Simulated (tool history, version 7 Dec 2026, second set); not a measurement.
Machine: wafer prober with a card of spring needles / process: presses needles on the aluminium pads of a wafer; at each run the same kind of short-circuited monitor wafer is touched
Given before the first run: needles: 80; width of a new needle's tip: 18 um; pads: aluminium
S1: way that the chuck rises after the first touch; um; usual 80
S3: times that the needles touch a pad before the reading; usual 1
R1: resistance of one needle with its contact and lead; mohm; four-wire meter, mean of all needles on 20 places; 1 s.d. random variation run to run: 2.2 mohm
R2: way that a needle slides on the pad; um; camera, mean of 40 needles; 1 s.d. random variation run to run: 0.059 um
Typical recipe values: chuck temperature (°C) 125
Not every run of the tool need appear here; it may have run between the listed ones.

Run 1, hour 0.0: usual settings. Result: R1 271 mohm, R2 19.73 um.
At hour 3.1: tips cleaned on abrasive film.
At hour 8.3: tips cleaned on abrasive film.
At hour 13.5: tips cleaned on abrasive film.
At hour 18.7: tips cleaned on abrasive film.
At hour 22.8: tips cleaned on abrasive film.
At hour 27.0: tips cleaned on abrasive film.
At hour 32.2: tips cleaned on abrasive film.
At hour 36.3: tips cleaned on abrasive film.
At hour 41.5: tips cleaned on abrasive film.
At hour 46.7: tips cleaned on abrasive film.
At hour 51.9: tips cleaned on abrasive film.
At hour 57.0: tips cleaned on abrasive film.
At hour 62.2: tips cleaned on abrasive film.
At hour 67.4: tips cleaned on abrasive film.
At hour 72.6: tips cleaned on abrasive film.
At hour 77.7: tips cleaned on abrasive film.
At hour 82.1: tips cleaned on abrasive film.
Run 2, hour 82.1: usual settings. Result: R1 258 mohm, R2 19.34 um.
At hour 87.2: tips cleaned on abrasive film.
At hour 91.4: tips cleaned on abrasive film.
At hour 96.6: tips cleaned on abrasive film.
At hour 101.8: tips cleaned on abrasive film.
At hour 106.9: tips cleaned on abrasive film.
At hour 111.1: tips cleaned on abrasive film.
At hour 115.3: tips cleaned on abrasive film.
At hour 120.4: tips cleaned on abrasive film.
At hour 124.6: tips cleaned on abrasive film.
At hour 129.8: tips cleaned on abrasive film.
Run 3, hour 133.1: usual settings. Result: R1 286 mohm, R2 19.11 um.
At hour 134.3: tips cleaned on abrasive film.
At hour 139.4: tips cleaned on abrasive film.
At hour 144.6: tips cleaned on abrasive film.
At hour 148.8: tips cleaned on abrasive film.
At hour 152.9: tips cleaned on abrasive film.
At hour 157.1: tips cleaned on abrasive film.
At hour 162.3: tips cleaned on abrasive film.
At hour 166.4: tips cleaned on abrasive film.
Run 4, hour 170.2: usual settings. Result: R1 289 mohm, R2 19.04 um.
At hour 171.3: tips cleaned on abrasive film.
At hour 175.4: tips cleaned on abrasive film.
At hour 179.6: tips cleaned on abrasive film.
At hour 183.8: tips cleaned on abrasive film.
At hour 188.9: tips cleaned on abrasive film.
At hour 193.1: tips cleaned on abrasive film.
At hour 198.3: tips cleaned on abrasive film.
At hour 202.4: tips cleaned on abrasive film.
At hour 206.6: tips cleaned on abrasive film.
At hour 211.8: tips cleaned on abrasive film.
Run 5, hour 214.0: usual settings but S1 63 um. Result: R1 299 mohm, R2 14.65 um.
At hour 216.1: tips cleaned on abrasive film.
At hour 220.2: tips cleaned on abrasive film.
At hour 224.4: tips cleaned on abrasive film.
At hour 228.6: tips cleaned on abrasive film.
At hour 233.7: tips cleaned on abrasive film.
At hour 238.9: tips cleaned on abrasive film.
At hour 244.1: tips cleaned on abrasive film.
At hour 248.4: height of the first contact set anew.
At hour 249.6: tips cleaned on abrasive film.
At hour 253.7: tips cleaned on abrasive film.
At hour 258.9: tips cleaned on abrasive film.
At hour 264.1: tips cleaned on abrasive film.
At hour 269.3: tips cleaned on abrasive film.
At hour 273.4: tips cleaned on abrasive film.
Run 6, hour 276.4: usual settings but S1 63 um. Result: R1 306 mohm, R2 15.41 um.
At hour 278.5: tips cleaned on abrasive film.
At hour 282.7: tips cleaned on abrasive film.
At hour 287.9: tips cleaned on abrasive film.
At hour 293.1: tips cleaned on abrasive film.
At hour 298.2: tips cleaned on abrasive film.
At hour 303.4: tips cleaned on abrasive film.
At hour 307.6: tips cleaned on abrasive film.
At hour 312.7: tips cleaned on abrasive film.
At hour 316.9: tips cleaned on abrasive film.
At hour 321.1: tips cleaned on abrasive film.
Run 7, hour 324.9: usual settings but chuck temperature (°C) 124. Result: R1 291 mohm, R2 19.39 um.

The next listed run, before its measurement:
At hour 326.0: tips cleaned on abrasive film.
At hour 331.2: tips cleaned on abrasive film.
At hour 336.4: tips cleaned on abrasive film.
At hour 340.5: tips cleaned on abrasive film.
At hour 345.7: tips cleaned on abrasive film.
At hour 349.9: tips cleaned on abrasive film.
At hour 355.0: tips cleaned on abrasive film.
At hour 359.2: tips cleaned on abrasive film.
At hour 364.4: tips cleaned on abrasive film.
At hour 368.5: tips cleaned on abrasive film.
At hour 373.7: tips cleaned on abrasive film.
Run 8, hour 374.2: usual settings but chuck temperature (°C) 124. Result: R1 ?, R2 ?.

R1: 262 mohm
R2: 19.19 um
With no hidden state in the tool, this same run would have given R1 252 mohm, R2 19.72 um.

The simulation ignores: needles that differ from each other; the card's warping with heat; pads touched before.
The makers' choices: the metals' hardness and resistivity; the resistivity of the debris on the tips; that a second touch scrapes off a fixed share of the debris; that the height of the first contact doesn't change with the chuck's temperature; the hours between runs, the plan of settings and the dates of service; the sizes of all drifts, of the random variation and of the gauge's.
